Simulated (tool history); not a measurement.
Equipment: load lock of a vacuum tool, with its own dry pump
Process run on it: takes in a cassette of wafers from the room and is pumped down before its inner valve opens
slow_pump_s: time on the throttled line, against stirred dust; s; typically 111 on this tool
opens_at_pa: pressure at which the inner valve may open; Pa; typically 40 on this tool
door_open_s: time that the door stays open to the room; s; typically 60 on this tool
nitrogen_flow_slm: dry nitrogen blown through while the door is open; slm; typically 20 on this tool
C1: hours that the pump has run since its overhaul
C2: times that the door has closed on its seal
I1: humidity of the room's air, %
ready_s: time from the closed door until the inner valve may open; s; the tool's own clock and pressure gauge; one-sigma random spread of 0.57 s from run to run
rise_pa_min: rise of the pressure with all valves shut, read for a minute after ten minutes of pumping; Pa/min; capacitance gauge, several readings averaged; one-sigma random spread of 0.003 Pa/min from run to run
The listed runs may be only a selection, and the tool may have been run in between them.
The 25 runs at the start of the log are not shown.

{"run": 26, "hour": 4014.4, "slow_pump_s": 67, "opens_at_pa": 61, "door_open_s": 27, "nitrogen_flow_slm": 41, "C1": 6570, "C2": 4871, "I1": 45.3, "ready_s": 145.1, "rise_pa_min": 0.071}
{"run": 27, "hour": 4214.9, "slow_pump_s": 111, "opens_at_pa": 40, "door_open_s": 43, "nitrogen_flow_slm": 20, "C1": 6770, "C2": 5548, "I1": 45.9, "ready_s": 187.4, "rise_pa_min": 0.095}
{"run": 28, "hour": 4313.6, "slow_pump_s": 201, "opens_at_pa": 32, "door_open_s": 43, "nitrogen_flow_slm": 16, "C1": 6869, "C2": 5881, "I1": 46, "ready_s": 262.2, "rise_pa_min": 0.1}
{"run": 29, "hour": 4502.4, "slow_pump_s": 201, "opens_at_pa": 32, "door_open_s": 43, "nitrogen_flow_slm": 16, "C1": 7058, "C2": 6518, "I1": 46.6, "ready_s": 260.7, "rise_pa_min": 0.115}
{"run": 30, "hour": 4613.1, "slow_pump_s": 146, "opens_at_pa": 70, "door_open_s": 112, "nitrogen_flow_slm": 5, "C1": 7168, "C2": 6892, "I1": 44.3, "ready_s": 206.9, "rise_pa_min": 0.167}
{"run": 31, "hour": 4805.1, "slow_pump_s": 68, "opens_at_pa": 70, "door_open_s": 112, "nitrogen_flow_slm": 5, "C1": 7360, "C2": 7541, "I1": 45.9, "ready_s": 144.8, "rise_pa_min": 0.184}
{"run": 32, "hour": 4926.2, "slow_pump_s": 68, "opens_at_pa": 70, "door_open_s": 89, "nitrogen_flow_slm": 20, "C1": 7482, "C2": 7949, "I1": 50.4, "ready_s": 145, "rise_pa_min": 0.154}
{"run": 33, "hour": 5020.2, "slow_pump_s": 206, "opens_at_pa": 54, "door_open_s": 121, "nitrogen_flow_slm": 33, "C1": 7576, "C2": 8267, "I1": 46.1, "ready_s": 259.1, "rise_pa_min": 0.154}
{"run": 34, "hour": 5138.2, "slow_pump_s": 206, "opens_at_pa": 54, "door_open_s": 121, "nitrogen_flow_slm": 33, "C1": 7694, "C2": 8665, "I1": 48.3, "ready_s": 258.5, "rise_pa_min": 0.167}
{"run": 35, "hour": 5274.2, "slow_pump_s": 206, "opens_at_pa": 54, "door_open_s": 121, "nitrogen_flow_slm": 30, "C1": 7830, "C2": 9124, "I1": 44.8, "ready_s": 258.4, "rise_pa_min": 0.177}
{"run": 36, "hour": 5382.7, "slow_pump_s": 148, "opens_at_pa": 76, "door_open_s": 53, "nitrogen_flow_slm": 23, "C1": 7938, "C2": 9490, "I1": 44.5, "ready_s": 209.7, "rise_pa_min": 0.16}
{"run": 37, "hour": 5550.4, "slow_pump_s": 90, "opens_at_pa": 39, "door_open_s": 145, "nitrogen_flow_slm": 5, "C1": 8106, "C2": 10057, "I1": 42.2, "ready_s": 169.9, "rise_pa_min": 0.238}

3 options for the next run, each taken on its own from the tool as it stands now. Forecast them:
{"run": "A", "hour": 5699.5, "slow_pump_s": 111, "opens_at_pa": 40, "door_open_s": 62, "nitrogen_flow_slm": 20, "C1": 8255, "C2": 10560, "I1": 42.9, "ready_s": "?", "rise_pa_min": "?"}
{"run": "B", "hour": 5699.5, "slow_pump_s": 125, "opens_at_pa": 40, "door_open_s": 60, "nitrogen_flow_slm": 20, "C1": 8255, "C2": 10560, "I1": 45.4, "ready_s": "?", "rise_pa_min": "?"}
{"run": "C", "hour": 5699.5, "slow_pump_s": 111, "opens_at_pa": 40, "door_open_s": 60, "nitrogen_flow_slm": 13, "C1": 8255, "C2": 10560, "I1": 41.7, "ready_s": "?", "rise_pa_min": "?"}

run=A ready_s=187.3 rise_pa_min=0.182
run=B ready_s=197.7 rise_pa_min=0.192
run=C ready_s=187.8 rise_pa_min=0.19
The same runs, with their run-to-run variation unchanged, on a tool lacking any hidden condition would have given:
run=A ready_s=183.1 rise_pa_min=0.038
run=B ready_s=193.7 rise_pa_min=0.044
run=C ready_s=183.6 rise_pa_min=0.043
